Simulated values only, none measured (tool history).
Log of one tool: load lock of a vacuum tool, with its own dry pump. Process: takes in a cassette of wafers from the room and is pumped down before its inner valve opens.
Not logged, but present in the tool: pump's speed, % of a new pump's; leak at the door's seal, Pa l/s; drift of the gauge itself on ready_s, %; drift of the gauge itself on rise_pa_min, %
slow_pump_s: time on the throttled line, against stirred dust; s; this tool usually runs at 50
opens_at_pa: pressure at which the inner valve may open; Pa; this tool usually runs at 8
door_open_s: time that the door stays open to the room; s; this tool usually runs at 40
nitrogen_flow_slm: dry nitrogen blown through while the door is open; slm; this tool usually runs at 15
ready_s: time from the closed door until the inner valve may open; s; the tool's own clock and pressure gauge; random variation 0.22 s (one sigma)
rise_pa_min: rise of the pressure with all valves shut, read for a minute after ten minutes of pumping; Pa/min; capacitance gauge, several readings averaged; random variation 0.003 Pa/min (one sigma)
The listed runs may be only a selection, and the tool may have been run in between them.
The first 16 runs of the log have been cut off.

run	hour	slow_pump_s	opens_at_pa	door_open_s	nitrogen_flow_slm	hours that the pump has run since its overhaul	times that the door has closed on its seal	incoming humidity of the room's air, %	ready_s	rise_pa_min
17	1320.5	50	8	40	19	9911	16618	44.5	73.1	0.033
18	1385.7	50	8	40	19	9976	16826	48.4	73.3	0.028
19	1514.6	50	8	40	15	10105	17237	44.5	73.1	0.029
20	1641.8	50	8	61	18	10232	17643	45.5	73.3	0.040
21	1705.4	80	15	56	15	10296	17846	42.9	98.1	0.037
22	1765.5	80	15	56	15	10356	18037	42.2	98.0	0.033
23	1860.2	50	15	216	8	10451	18340	46.9	71.2	0.127
24	1980.4	50	15	216	8	10571	18723	46.2	71.2	0.127
25	2095.8	50	14	40	15	10686	19091	49.0	71.5	0.035
26	2216.3	50	14	40	16	10807	19476	41.6	71.5	0.031
27	2288.1	50	8	114	4	10879	19705	46.1	73.2	0.103
28	2343.2	50	8	114	4	10934	19881	41.2	73.3	0.086
29	2476.1	50	8	76	15	11067	20305	46.8	73.3	0.046
30	2533.5	64	13	83	14	11124	20488	46.0	84.1	0.052
31	2651.8	64	13	83	14	11242	20865	45.8	84.3	0.051
32	2768.2	50	13	195	15	11359	21237	41.1	72.0	0.075
33	2885.8	50	6	195	14	11476	21612	45.3	74.5	0.094
34	3009.8	40	9	88	17	11600	22008	48.1	64.0	0.052
35	3096.5	40	9	88	17	11687	22284	44.9	63.9	0.054
36	3157.9	50	13	56	15	11749	22480	44.6	71.3	0.042
37	3267.3	79	10	40	15	11858	22829	43.7	98.4	0.035

Predict each of these 4 candidate next runs independently; none follows another, all start after run 37:
A	3391.6	50	8	40	9	11982	23226	45.3	?	?
B	3391.6	30	8	142	15	11982	23226	47.0	?	?
C	3391.6	50	11	40	17	11982	23226	42.7	?	?
D	3391.6	40	10	40	15	11982	23226	47.0	?	?

run	ready_s	rise_pa_min
A	73.4	0.038
B	55.1	0.071
C	72.4	0.032
D	63.7	0.029
With no hidden state in the tool, these same runs would have given:
run	ready_s	rise_pa_min
A	73.4	0.038
B	55.1	0.070
C	72.4	0.032
D	63.7	0.029

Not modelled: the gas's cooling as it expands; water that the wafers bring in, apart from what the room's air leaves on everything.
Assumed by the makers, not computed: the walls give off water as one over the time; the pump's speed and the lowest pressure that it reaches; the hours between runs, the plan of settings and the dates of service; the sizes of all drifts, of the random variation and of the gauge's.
